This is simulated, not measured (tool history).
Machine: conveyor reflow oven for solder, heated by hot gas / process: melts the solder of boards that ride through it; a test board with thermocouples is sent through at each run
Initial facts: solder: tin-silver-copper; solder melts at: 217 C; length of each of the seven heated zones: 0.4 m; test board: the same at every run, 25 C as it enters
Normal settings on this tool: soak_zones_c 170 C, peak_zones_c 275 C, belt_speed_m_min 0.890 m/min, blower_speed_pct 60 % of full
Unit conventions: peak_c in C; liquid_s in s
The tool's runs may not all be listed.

run,hour,soak_zones_c,peak_zones_c,belt_speed_m_min,blower_speed_pct,peak_c,liquid_s
1,0.0,170,275,0.890,60,254.41,39.95
2,49.0,170,265,0.890,60,245.72,34.87
3,102.2,175,275,0.890,60,255.16,41.60
4,150.6,175,275,0.890,60,255.10,41.56
5,238.3,170,275,0.890,60,254.11,40.06
6,304.3,170,275,0.890,60,253.80,39.89
7,402.7,170,275,0.890,60,253.64,39.55
# hour 426.6: flux residue cleaned out of gas plates and filters
8,474.7,170,275,0.890,60,255.34,40.87
9,540.1,170,275,0.890,60,255.41,40.62
10,626.3,170,275,0.890,60,255.11,40.71
11,685.1,170,275,0.890,60,255.01,40.64
12,731.7,170,275,0.890,55,253.14,39.43
13,792.0,170,275,0.890,60,254.71,40.74
14,837.0,170,281,0.890,60,259.95,43.12
15,877.8,170,275,0.890,63,255.67,41.16
16,926.7,172,275,0.890,54,252.85,39.72
# hour 962.9: thermocouples of zones 6 and 7 changed
17,985.7,170,289,0.904,54,264.51,44.30
18,1076.8,170,289,0.904,54,264.38,44.18
19,1128.9,158,275,0.733,69,262.30,52.01
20,1181.5,170,275,0.944,60,252.51,36.99
21,1245.4,177,274,0.801,69,261.08,51.29
22,1321.1,170,275,0.890,62,255.32,41.18
23,1378.5,170,275,0.890,62,255.20,40.99
24,1476.2,168,275,0.890,61,254.25,39.85
# hour 1500.2: flux residue cleaned out of gas plates and filters
25,1544.1,168,275,0.890,52,252.49,38.93
26,1614.0,170,278,0.910,75,262.23,44.11
27,1666.9,170,278,0.910,75,262.22,43.97
28,1728.7,184,283,0.890,60,265.39,49.59
29,1789.0,184,283,0.890,60,265.31,49.42

What if the next run were any one of these 3? Each begins from the tool's condition after run 29:
A,1874.6,170,275,0.881,72,?,?
B,1874.6,184,283,0.905,65,?,?
C,1874.6,172,275,0.866,60,?,?

run,peak_c,liquid_s
A,259.51,44.15
B,266.12,48.91
C,256.96,43.86
Without the tool's hidden state the same runs would have given:
run,peak_c,liquid_s
A,259.80,43.39
B,266.31,47.97
C,257.09,43.01

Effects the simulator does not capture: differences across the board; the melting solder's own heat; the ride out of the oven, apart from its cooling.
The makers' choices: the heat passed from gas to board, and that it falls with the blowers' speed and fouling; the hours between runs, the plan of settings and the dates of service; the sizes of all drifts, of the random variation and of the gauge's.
